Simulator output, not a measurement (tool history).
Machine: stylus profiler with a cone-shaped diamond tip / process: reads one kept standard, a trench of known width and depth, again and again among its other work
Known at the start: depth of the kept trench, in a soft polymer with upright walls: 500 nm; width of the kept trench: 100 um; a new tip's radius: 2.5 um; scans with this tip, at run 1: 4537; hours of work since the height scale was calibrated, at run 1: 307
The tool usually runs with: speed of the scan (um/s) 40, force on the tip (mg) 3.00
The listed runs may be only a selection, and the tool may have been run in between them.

| run | hour | speed of the scan (um/s) | force on the tip (mg) | scans with this tip | hours of work since the height scale was calibrated | depth of the trench (angstrom) | width of the trench's floor (nm) |
|---|---|---|---|---|---|---|---|
| 1 | 0.0 | 40 | 3.00 | 4537 | 307 | 5068.4 | 96140 |
| 2 | 40.6 | 40 | 3.00 | 4875 | 330 | 5069.2 | 96020 |
| 3 | 65.8 | 40 | 3.00 | 5084 | 344 | 5067.6 | 96060 |
| 4 | 88.3 | 40 | 3.00 | 5271 | 357 | 5069.3 | 96010 |
| 5 | 121.7 | 40 | 3.00 | 5549 | 376 | 5069.8 | 95960 |
| 6 | 155.5 | 73 | 3.00 | 5830 | 395 | 5067.4 | 95830 |
| 7 | 174.7 | 40 | 3.00 | 5989 | 405 | 5069.0 | 95860 |
| 8 | 199.6 | 40 | 3.00 | 6196 | 419 | 5068.1 | 95920 |
| 9 | 231.5 | 40 | 3.00 | 6462 | 437 | 5065.6 | 95890 |
| 10 | 260.5 | 40 | 1.03 | 6702 | 454 | 5030.0 | 95750 |
| 11 | 278.6 | 40 | 1.03 | 6852 | 464 | 5029.5 | 95750 |
| 12 | 313.4 | 40 | 1.03 | 7142 | 483 | 5029.8 | 95740 |
| 13 | 346.3 | 40 | 1.03 | 7416 | 502 | 5026.4 | 95660 |
| 14 | 382.8 | 28 | 1.63 | 7719 | 522 | 5040.8 | 95670 |
| 15 | 405.4 | 36 | 3.22 | 7907 | 535 | 5071.4 | 95610 |
| 16 | 447.1 | 11 | 1.00 | 8253 | 559 | 5024.9 | 95700 |
| 17 | 482.0 | 14 | 8.04 | 8543 | 578 | 5134.8 | 95640 |

Predict each of these 4 candidate next runs independently; none follows another, all start after run 17:
| A | 502.2 | 100 | 8.04 | 8712 | 590 | ? | ? |
| B | 502.2 | 121 | 1.92 | 8712 | 590 | ? | ? |
| C | 502.2 | 23 | 2.14 | 8712 | 590 | ? | ? |
| D | 502.2 | 48 | 3.00 | 8712 | 590 | ? | ? |

| run | depth of the trench (angstrom) | width of the trench's floor (nm) |
|---|---|---|
| A | 5132.9 | 95590 |
| B | 5042.6 | 95320 |
| C | 5045.9 | 95550 |
| D | 5061.9 | 95580 |
What these runs would have given with no unlogged condition in the tool:
| run | depth of the trench (angstrom) | width of the trench's floor (nm) |
|---|---|---|
| A | 5143.9 | 96950 |
| B | 5053.4 | 96680 |
| C | 5056.7 | 96900 |
| D | 5072.7 | 96930 |

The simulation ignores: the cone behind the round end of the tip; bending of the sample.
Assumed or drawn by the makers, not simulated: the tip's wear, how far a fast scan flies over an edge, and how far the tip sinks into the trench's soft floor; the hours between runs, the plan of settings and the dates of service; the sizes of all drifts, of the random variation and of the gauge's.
